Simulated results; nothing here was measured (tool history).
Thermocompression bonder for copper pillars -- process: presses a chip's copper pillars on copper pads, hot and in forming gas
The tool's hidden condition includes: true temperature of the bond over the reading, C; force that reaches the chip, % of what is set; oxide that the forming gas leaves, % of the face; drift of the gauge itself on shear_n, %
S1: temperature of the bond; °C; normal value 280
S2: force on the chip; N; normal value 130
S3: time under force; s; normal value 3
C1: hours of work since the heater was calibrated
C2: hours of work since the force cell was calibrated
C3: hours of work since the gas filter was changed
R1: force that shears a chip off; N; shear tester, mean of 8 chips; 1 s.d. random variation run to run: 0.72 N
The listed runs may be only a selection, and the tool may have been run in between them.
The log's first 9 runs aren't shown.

{"run": 10, "hour": 125.5, "S1": 279, "S2": 130, "S3": 3, "C1": 507, "C2": 199, "C3": 17, "R1": 49.7}
{"run": 11, "hour": 141.9, "S1": 279, "S2": 130, "S3": 3, "C1": 515, "C2": 207, "C3": 26, "R1": 49.3}
{"run": 12, "hour": 157.6, "S1": 280, "S2": 130, "S3": 3, "C1": 524, "C2": 216, "C3": 34, "R1": 52}
{"run": 13, "hour": 178.8, "S1": 280, "S2": 130, "S3": 3, "C1": 535, "C2": 227, "C3": 46, "R1": 50.5}
{"run": 14, "hour": 192.8, "S1": 280, "S2": 130, "S3": 3, "C1": 543, "C2": 234, "C3": 53, "R1": 51.4}
{"run": 15, "hour": 208.7, "S1": 298, "S2": 130, "S3": 3, "C1": 551, "C2": 243, "C3": 62, "R1": 59}
{"run": 16, "hour": 223.1, "S1": 298, "S2": 130, "S3": 6, "C1": 559, "C2": 251, "C3": 69, "R1": 76.1}
{"run": 17, "hour": 240.9, "S1": 298, "S2": 130, "S3": 6, "C1": 568, "C2": 260, "C3": 79, "R1": 75.6}
{"run": 18, "hour": 260.8, "S1": 280, "S2": 130, "S3": 4, "C1": 579, "C2": 271, "C3": 90, "R1": 55.2}
{"run": 19, "hour": 270.0, "S1": 280, "S2": 130, "S3": 3, "C1": 584, "C2": 276, "C3": 94, "R1": 50.3}
{"hour": 275.5, "done": "heater calibrated with a thermocouple chip"}
{"run": 20, "hour": 281.1, "S1": 258, "S2": 130, "S3": 3, "C1": 3, "C2": 281, "C3": 99, "R1": 39.8}
{"run": 21, "hour": 301.8, "S1": 258, "S2": 130, "S3": 3, "C1": 14, "C2": 292, "C3": 110, "R1": 40.6}
{"run": 22, "hour": 320.8, "S1": 258, "S2": 130, "S3": 3, "C1": 24, "C2": 302, "C3": 120, "R1": 39.6}
{"run": 23, "hour": 335.1, "S1": 270, "S2": 83, "S3": 3, "C1": 32, "C2": 309, "C3": 128, "R1": 29.9}
{"run": 24, "hour": 348.8, "S1": 278, "S2": 108, "S3": 6, "C1": 39, "C2": 317, "C3": 135, "R1": 55.9}
{"run": 25, "hour": 361.4, "S1": 253, "S2": 94, "S3": 3, "C1": 46, "C2": 323, "C3": 142, "R1": 28.7}
{"run": 26, "hour": 380.9, "S1": 253, "S2": 94, "S3": 3, "C1": 56, "C2": 334, "C3": 153, "R1": 27.1}
{"run": 27, "hour": 394.7, "S1": 280, "S2": 130, "S3": 2, "C1": 64, "C2": 341, "C3": 160, "R1": 43.8}
{"run": 28, "hour": 413.6, "S1": 280, "S2": 130, "S3": 2, "C1": 74, "C2": 351, "C3": 170, "R1": 43.3}
{"run": 29, "hour": 431.4, "S1": 280, "S2": 130, "S3": 2, "C1": 83, "C2": 361, "C3": 179, "R1": 44.8}
{"run": 30, "hour": 448.4, "S1": 305, "S2": 135, "S3": 2, "C1": 92, "C2": 370, "C3": 189, "R1": 57.4}
{"run": 31, "hour": 467.5, "S1": 254, "S2": 91, "S3": 3, "C1": 102, "C2": 380, "C3": 199, "R1": 26.1}

Predict the results of run 32:
{"run": 32, "hour": 490.2, "S1": 255, "S2": 117, "S3": 3, "C1": 115, "C2": 392, "C3": 211, "R1": "?"}

Run 32 measured R1 35.2 N.
With the hidden condition absent and the run-to-run variation left alone, this run would have shown R1 35.3 N.

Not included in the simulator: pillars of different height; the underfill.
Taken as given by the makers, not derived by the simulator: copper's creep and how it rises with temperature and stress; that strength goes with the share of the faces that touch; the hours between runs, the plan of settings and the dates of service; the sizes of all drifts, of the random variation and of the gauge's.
